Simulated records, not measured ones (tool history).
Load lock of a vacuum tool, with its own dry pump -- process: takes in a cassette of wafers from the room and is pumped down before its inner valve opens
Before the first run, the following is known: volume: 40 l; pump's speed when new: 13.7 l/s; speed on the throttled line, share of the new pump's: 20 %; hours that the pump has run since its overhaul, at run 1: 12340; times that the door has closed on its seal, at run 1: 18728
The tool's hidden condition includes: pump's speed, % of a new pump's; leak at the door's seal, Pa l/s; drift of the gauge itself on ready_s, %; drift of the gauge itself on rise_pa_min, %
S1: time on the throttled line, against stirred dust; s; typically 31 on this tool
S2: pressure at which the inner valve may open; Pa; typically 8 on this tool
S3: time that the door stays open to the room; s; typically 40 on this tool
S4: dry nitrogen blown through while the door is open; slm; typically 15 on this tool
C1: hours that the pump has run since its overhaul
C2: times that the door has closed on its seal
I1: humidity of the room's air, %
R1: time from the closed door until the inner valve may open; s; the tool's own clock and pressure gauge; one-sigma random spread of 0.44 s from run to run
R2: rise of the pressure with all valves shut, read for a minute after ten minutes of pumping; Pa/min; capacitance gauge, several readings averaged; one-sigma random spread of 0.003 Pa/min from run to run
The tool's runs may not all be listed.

run      day  S1  S2   S3  S4     C1     C2    I1    R1     R2
  1        0  31   8   40  15  12340  18728  47.9  55.9  0.253
  2    6.496  31   8   75  15  12496  19075  48.4  55.9  0.282
  3   13.025  31   6   40  15  12653  19423  49.1    57  0.266
  4   23.762  31   6   40  15  12911  19996  46.4  57.4  0.278
  5   37.183  31   8   40  15  13233  20711  46.8  56.4  0.285
  6   49.654  31   8   40  15  13532  21377  44.6  57.6  0.302
  7    60.85  31   8  120  15  13801  21974  48.6  55.6  0.342
  8   73.321  31   8  120  15  14100  22639  45.9  56.5  0.353
  9   82.079  31   8  120  15  14310  23106  46.3  56.4  0.369
 10   92.475  31   8  120  15  14560  23660  44.9  57.4  0.367
 11   99.029  31   8  120  15  14717  24010  42.4    57  0.381
 12  105.142  31   8   31  15  14864  24336  45.4  56.6  0.353
 13  117.021  31   8   31  15  15149  24969  40.9  56.8  0.365
 14  127.383  31   8   31   9  15398  25522  45.2  57.1  0.396
     134.679  -- door's seal changed, seat wiped
 15  136.542  31   8   31   9  15616     99  49.6  56.4  0.061
 16  146.333  40   8   31   9  15851    621    44    64  0.056
 17  160.796  40   8   31   9  16198   1393    46  63.8   0.06
 18  174.854  31   8   40   5  16535   2142    44  57.4   0.07
 19  184.683  48   8   40  26  16771   2667  44.7  70.1  0.062
 20  197.721  48   8   40  26  17084   3362  44.4  69.8  0.063
 21  207.858  31   8  104  35  17327   3902  44.7  58.4  0.076
 22  214.646  31   7  106  18  17490   4265  47.2  58.7  0.092
 23  228.017  34   7  106  20  17811   4978  46.4  60.9    0.1
 24  238.083  34   7  106  20  18053   5515  46.8  60.9  0.102
 25  248.833  29   8   40  18  18311   6088  39.9  56.7  0.082
 26  262.667  26   8   71  10  18643   6826  44.4  55.2  0.117
 27  276.529  51   8   39  10  18975   7565  44.4  73.9  0.109
 28  290.412  18   6   39   9  19309   8305  45.1  49.9   0.11
 29  300.196  31  13   63  12  19543   8827  43.5  56.5  0.131
 30  312.004  59  14   63  45  19827   9457  47.1  77.5  0.107
     320.812  -- dry pump taken out, an overhauled one fitted
 31  320.871  59  14   63  45      1   9917  47.1    73  0.109
 32  334.612  19   8   77  15    331  10649  47.8  43.1  0.149
 33    347.4  31  12   40   9    638  11331  43.1  52.4  0.142
 34  360.838  16   8  156  15    961  12048  47.2  40.8  0.189
 35   366.95  24   8   40  41   1107  12374  41.6  47.2  0.135
 36  380.588  31   7   84  15   1435  13101  48.5  53.2  0.189

A few steps of R1 between consecutive runs. Split each: what settings, incoming material and random variation would produce without the hidden state, and what is left over for the hidden state, along with gauge scatter present in only one of the two compared results (measured, and without hidden state):
Run 27 -> 28: S1 51 -> 18, S2 8 -> 6, S4 10 -> 9. R1 -24 s: hidden state +2.2, all else -26.2.
Run 29 -> 30: S1 31 -> 59, S2 13 -> 14, S4 12 -> 45. R1 +21 s: hidden state -1.5, all else +22.5.
Run 30 -> 31: dry pump taken out, an overhauled one fitted. R1 -4.5 s: hidden state -4.4, all else -0.1.
Run 31 -> 32: S1 59 -> 19, S2 14 -> 8, S3 63 -> 77, S4 45 -> 15. R1 -29.9 s: hidden state +0, all else -29.9.
